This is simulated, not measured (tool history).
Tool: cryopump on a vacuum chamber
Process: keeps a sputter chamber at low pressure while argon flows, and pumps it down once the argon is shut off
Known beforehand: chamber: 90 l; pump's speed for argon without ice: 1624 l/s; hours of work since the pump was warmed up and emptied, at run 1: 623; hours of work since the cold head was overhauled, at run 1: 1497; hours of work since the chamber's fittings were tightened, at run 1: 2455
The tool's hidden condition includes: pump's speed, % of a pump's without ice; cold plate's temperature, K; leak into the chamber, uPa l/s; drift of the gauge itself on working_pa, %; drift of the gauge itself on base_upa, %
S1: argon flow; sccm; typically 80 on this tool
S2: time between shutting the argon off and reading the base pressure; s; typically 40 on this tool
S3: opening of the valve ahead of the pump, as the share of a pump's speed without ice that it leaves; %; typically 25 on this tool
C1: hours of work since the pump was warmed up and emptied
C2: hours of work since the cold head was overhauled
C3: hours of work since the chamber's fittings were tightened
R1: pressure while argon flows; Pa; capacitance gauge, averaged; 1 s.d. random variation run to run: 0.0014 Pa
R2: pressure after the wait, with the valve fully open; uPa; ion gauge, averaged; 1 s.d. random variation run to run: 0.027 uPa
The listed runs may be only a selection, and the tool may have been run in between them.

{"run": 1, "hour": 0.0, "S1": 80, "S2": 40, "S3": 25, "C1": 623, "C2": 1497, "C3": 2455, "R1": 0.3511, "R2": 2.39}
{"run": 2, "hour": 60.7, "S1": 52, "S2": 40, "S3": 25, "C1": 654, "C2": 1528, "C3": 2486, "R1": 0.2285, "R2": 2.43}
{"run": 3, "hour": 126.1, "S1": 139, "S2": 40, "S3": 25, "C1": 687, "C2": 1561, "C3": 2520, "R1": 0.6162, "R2": 2.44}
{"run": 4, "hour": 234.6, "S1": 139, "S2": 40, "S3": 25, "C1": 743, "C2": 1616, "C3": 2575, "R1": 0.6166, "R2": 2.45}
{"hour": 327.8, "done": "pump warmed up, emptied and cooled again"}
{"run": 5, "hour": 344.2, "S1": 80, "S2": 40, "S3": 23, "C1": 8, "C2": 1670, "C3": 2628, "R1": 0.3655, "R2": 2.34}
{"run": 6, "hour": 426.2, "S1": 80, "S2": 40, "S3": 23, "C1": 50, "C2": 1711, "C3": 2670, "R1": 0.366, "R2": 2.37}
{"run": 7, "hour": 535.9, "S1": 80, "S2": 40, "S3": 23, "C1": 106, "C2": 1767, "C3": 2726, "R1": 0.3646, "R2": 2.39}
{"run": 8, "hour": 643.1, "S1": 80, "S2": 40, "S3": 34, "C1": 161, "C2": 1822, "C3": 2780, "R1": 0.253, "R2": 2.43}
{"run": 9, "hour": 770.1, "S1": 80, "S2": 40, "S3": 34, "C1": 225, "C2": 1887, "C3": 2845, "R1": 0.2501, "R2": 2.4}
{"run": 10, "hour": 839.9, "S1": 80, "S2": 40, "S3": 25, "C1": 261, "C2": 1922, "C3": 2880, "R1": 0.3416, "R2": 2.42}
{"run": 11, "hour": 919.0, "S1": 80, "S2": 40, "S3": 25, "C1": 301, "C2": 1962, "C3": 2921, "R1": 0.3428, "R2": 2.42}
{"run": 12, "hour": 987.5, "S1": 80, "S2": 40, "S3": 25, "C1": 336, "C2": 1997, "C3": 2956, "R1": 0.3441, "R2": 2.38}
{"run": 13, "hour": 1072.8, "S1": 80, "S2": 115, "S3": 25, "C1": 379, "C2": 2041, "C3": 2999, "R1": 0.3441, "R2": 1.14}
{"run": 14, "hour": 1194.3, "S1": 80, "S2": 40, "S3": 25, "C1": 441, "C2": 2103, "C3": 3061, "R1": 0.3489, "R2": 2.44}
{"run": 15, "hour": 1283.7, "S1": 80, "S2": 40, "S3": 25, "C1": 487, "C2": 2148, "C3": 3106, "R1": 0.3489, "R2": 2.54}
{"run": 16, "hour": 1346.8, "S1": 80, "S2": 40, "S3": 25, "C1": 519, "C2": 2180, "C3": 3139, "R1": 0.3479, "R2": 2.49}
{"run": 17, "hour": 1417.7, "S1": 80, "S2": 40, "S3": 25, "C1": 555, "C2": 2216, "C3": 3175, "R1": 0.3509, "R2": 2.53}
{"run": 18, "hour": 1530.1, "S1": 80, "S2": 40, "S3": 25, "C1": 612, "C2": 2274, "C3": 3232, "R1": 0.3545, "R2": 2.5}

Estimate the outcome of run 19 from the log above:
{"run": 19, "hour": 1588.4, "S1": 80, "S2": 40, "S3": 25, "C1": 642, "C2": 2303, "C3": 3262, "R1": "?", "R2": "?"}

{"run 19": {"R1": 0.3541, "R2": 2.52}}
With no hidden state in the tool, this same run would have given R1 0.3329 Pa, R2 2.15 uPa.
